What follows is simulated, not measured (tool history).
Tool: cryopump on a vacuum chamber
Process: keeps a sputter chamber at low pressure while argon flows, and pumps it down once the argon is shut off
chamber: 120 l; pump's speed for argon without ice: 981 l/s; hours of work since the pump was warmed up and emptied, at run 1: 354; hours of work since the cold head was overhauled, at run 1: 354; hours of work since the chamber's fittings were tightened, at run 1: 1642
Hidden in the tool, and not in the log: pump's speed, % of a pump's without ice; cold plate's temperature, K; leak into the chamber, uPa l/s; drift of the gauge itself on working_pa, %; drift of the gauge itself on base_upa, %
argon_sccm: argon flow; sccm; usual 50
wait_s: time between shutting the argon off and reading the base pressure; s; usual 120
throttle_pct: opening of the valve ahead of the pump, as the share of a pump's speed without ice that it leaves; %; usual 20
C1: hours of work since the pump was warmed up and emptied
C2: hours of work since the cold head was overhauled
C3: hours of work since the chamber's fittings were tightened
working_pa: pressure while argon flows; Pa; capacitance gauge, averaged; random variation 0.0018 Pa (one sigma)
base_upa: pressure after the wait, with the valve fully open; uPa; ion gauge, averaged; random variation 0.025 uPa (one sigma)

run 1 hour=0.0 | argon_sccm=50 wait_s=120 throttle_pct=20 | C1=354 C2=354 C3=1642 | working_pa=0.4413 base_upa=1.59
run 2 hour=9.9 | argon_sccm=50 wait_s=120 throttle_pct=20 | C1=359 C2=359 C3=1647 | working_pa=0.4420 base_upa=1.57
run 3 hour=27.9 | argon_sccm=50 wait_s=120 throttle_pct=17 | C1=368 C2=368 C3=1656 | working_pa=0.5205 base_upa=1.57
run 4 hour=46.4 | argon_sccm=50 wait_s=120 throttle_pct=20 | C1=377 C2=377 C3=1665 | working_pa=0.4427 base_upa=1.55
run 5 hour=62.4 | argon_sccm=50 wait_s=120 throttle_pct=20 | C1=386 C2=386 C3=1674 | working_pa=0.4398 base_upa=1.64
run 6 hour=75.6 | argon_sccm=50 wait_s=120 throttle_pct=20 | C1=392 C2=392 C3=1680 | working_pa=0.4451 base_upa=1.62
run 7 hour=87.5 | argon_sccm=50 wait_s=120 throttle_pct=20 | C1=398 C2=398 C3=1686 | working_pa=0.4430 base_upa=1.57
run 8 hour=99.7 | argon_sccm=50 wait_s=116 throttle_pct=20 | C1=405 C2=405 C3=1693 | working_pa=0.4441 base_upa=1.65
run 9 hour=111.2 | argon_sccm=50 wait_s=116 throttle_pct=20 | C1=410 C2=410 C3=1698 | working_pa=0.4462 base_upa=1.63
run 10 hour=125.6 | argon_sccm=50 wait_s=116 throttle_pct=20 | C1=418 C2=418 C3=1706 | working_pa=0.4460 base_upa=1.64
run 11 hour=139.2 | argon_sccm=64 wait_s=120 throttle_pct=20 | C1=425 C2=425 C3=1713 | working_pa=0.5677 base_upa=1.59
run 12 hour=149.8 | argon_sccm=50 wait_s=120 throttle_pct=20 | C1=430 C2=430 C3=1718 | working_pa=0.4426 base_upa=1.59
run 13 hour=165.8 | argon_sccm=50 wait_s=120 throttle_pct=20 | C1=438 C2=438 C3=1726 | working_pa=0.4470 base_upa=1.64
run 14 hour=182.5 | argon_sccm=50 wait_s=120 throttle_pct=20 | C1=447 C2=447 C3=1735 | working_pa=0.4462 base_upa=1.60
run 15 hour=190.8 | argon_sccm=23 wait_s=120 throttle_pct=33 | C1=451 C2=451 C3=1739 | working_pa=0.1265 base_upa=1.61
run 16 hour=202.7 | argon_sccm=42 wait_s=120 throttle_pct=20 | C1=457 C2=457 C3=1745 | working_pa=0.3760 base_upa=1.59
run 17 hour=220.5 | argon_sccm=25 wait_s=120 throttle_pct=20 | C1=466 C2=466 C3=1754 | working_pa=0.2226 base_upa=1.60
run 18 hour=236.4 | argon_sccm=38 wait_s=42 throttle_pct=20 | C1=474 C2=474 C3=1762 | working_pa=0.3390 base_upa=2.87
run 19 hour=250.1 | argon_sccm=56 wait_s=97 throttle_pct=22 | C1=481 C2=481 C3=1769 | working_pa=0.4555 base_upa=1.77

The next listed run, before its measurement:
run 20 hour=262.8 | argon_sccm=25 wait_s=120 throttle_pct=25 | C1=487 C2=487 C3=1775 | working_pa=? base_upa=?

working_pa: 0.1812 Pa
base_upa: 1.63 uPa
Without the tool's hidden state the same run would have given working_pa 0.1733 Pa, base_upa 0.99 uPa.
